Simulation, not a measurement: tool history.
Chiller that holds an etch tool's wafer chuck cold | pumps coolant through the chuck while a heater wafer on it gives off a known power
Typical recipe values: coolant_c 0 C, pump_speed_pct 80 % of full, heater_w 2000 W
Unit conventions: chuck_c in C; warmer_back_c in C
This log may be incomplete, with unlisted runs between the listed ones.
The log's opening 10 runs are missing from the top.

{"run": 11, "hour": 225.7, "coolant_c": 9, "pump_speed_pct": 80, "heater_w": 2500, "chuck_c": 30.7, "warmer_back_c": 7.46}
{"run": 12, "hour": 244.1, "coolant_c": 9, "pump_speed_pct": 80, "heater_w": 2500, "chuck_c": 30.8, "warmer_back_c": 7.42}
{"hour": 266.2, "done": "chiller's thermometer calibrated"}
{"run": 13, "hour": 267.3, "coolant_c": 9, "pump_speed_pct": 80, "heater_w": 2500, "chuck_c": 30.9, "warmer_back_c": 7.41}
{"run": 14, "hour": 284.0, "coolant_c": 9, "pump_speed_pct": 80, "heater_w": 2500, "chuck_c": 30.8, "warmer_back_c": 7.48}
{"run": 15, "hour": 311.3, "coolant_c": 9, "pump_speed_pct": 80, "heater_w": 2500, "chuck_c": 30.7, "warmer_back_c": 7.46}
{"hour": 314.7, "done": "chiller's thermometer calibrated, once more"}
{"run": 16, "hour": 334.2, "coolant_c": 9, "pump_speed_pct": 80, "heater_w": 2000, "chuck_c": 26.6, "warmer_back_c": 5.95}
{"run": 17, "hour": 359.8, "coolant_c": 2, "pump_speed_pct": 93, "heater_w": 2046, "chuck_c": 17.8, "warmer_back_c": 5.09}
{"run": 18, "hour": 390.2, "coolant_c": 2, "pump_speed_pct": 93, "heater_w": 2046, "chuck_c": 18.1, "warmer_back_c": 5.13}
{"run": 19, "hour": 408.9, "coolant_c": 2, "pump_speed_pct": 93, "heater_w": 2046, "chuck_c": 17.9, "warmer_back_c": 5.17}
{"run": 20, "hour": 432.5, "coolant_c": 2, "pump_speed_pct": 93, "heater_w": 2046, "chuck_c": 17.8, "warmer_back_c": 5.17}
{"run": 21, "hour": 458.9, "coolant_c": -1, "pump_speed_pct": 93, "heater_w": 2046, "chuck_c": 14.9, "warmer_back_c": 5.15}
{"run": 22, "hour": 483.1, "coolant_c": -4, "pump_speed_pct": 73, "heater_w": 2046, "chuck_c": 15.5, "warmer_back_c": 6.72}
{"run": 23, "hour": 512.3, "coolant_c": -4, "pump_speed_pct": 73, "heater_w": 2046, "chuck_c": 15.6, "warmer_back_c": 6.75}
{"run": 24, "hour": 527.2, "coolant_c": -4, "pump_speed_pct": 73, "heater_w": 2046, "chuck_c": 15.6, "warmer_back_c": 6.8}
{"run": 25, "hour": 540.8, "coolant_c": -1, "pump_speed_pct": 73, "heater_w": 2046, "chuck_c": 18.7, "warmer_back_c": 6.72}
{"run": 26, "hour": 559.8, "coolant_c": -8, "pump_speed_pct": 74, "heater_w": 1697, "chuck_c": 8.0, "warmer_back_c": 5.52}
{"run": 27, "hour": 574.6, "coolant_c": 10, "pump_speed_pct": 93, "heater_w": 2210, "chuck_c": 27.5, "warmer_back_c": 5.6}
{"run": 28, "hour": 602.7, "coolant_c": 1, "pump_speed_pct": 80, "heater_w": 1606, "chuck_c": 15.2, "warmer_back_c": 4.81}
{"run": 29, "hour": 618.1, "coolant_c": 0, "pump_speed_pct": 80, "heater_w": 1031, "chuck_c": 9.2, "warmer_back_c": 3.07}
{"hour": 630.8, "done": "coolant changed, channels flushed"}
{"run": 30, "hour": 640.8, "coolant_c": -4, "pump_speed_pct": 66, "heater_w": 1102, "chuck_c": 5.6, "warmer_back_c": 4.12}
{"run": 31, "hour": 658.9, "coolant_c": -4, "pump_speed_pct": 66, "heater_w": 1102, "chuck_c": 5.6, "warmer_back_c": 4.09}
{"run": 32, "hour": 671.7, "coolant_c": -3, "pump_speed_pct": 97, "heater_w": 2759, "chuck_c": 14.9, "warmer_back_c": 6.73}

Predict each of these 3 candidate next runs independently; none follows another, all start after run 32:
{"run": "A", "hour": 700.7, "coolant_c": -1, "pump_speed_pct": 69, "heater_w": 2205, "chuck_c": "?", "warmer_back_c": "?"}
{"run": "B", "hour": 700.7, "coolant_c": 0, "pump_speed_pct": 99, "heater_w": 2073, "chuck_c": "?", "warmer_back_c": "?"}
{"run": "C", "hour": 700.7, "coolant_c": -5, "pump_speed_pct": 97, "heater_w": 1336, "chuck_c": "?", "warmer_back_c": "?"}

run=A chuck_c=17.7 warmer_back_c=7.77
run=B chuck_c=13.3 warmer_back_c=4.95
run=C chuck_c=3.5 warmer_back_c=3.30
Without the tool's hidden state the same runs would have given:
run=A chuck_c=17.4 warmer_back_c=7.67
run=B chuck_c=13.0 warmer_back_c=4.89
run=C chuck_c=3.3 warmer_back_c=3.26
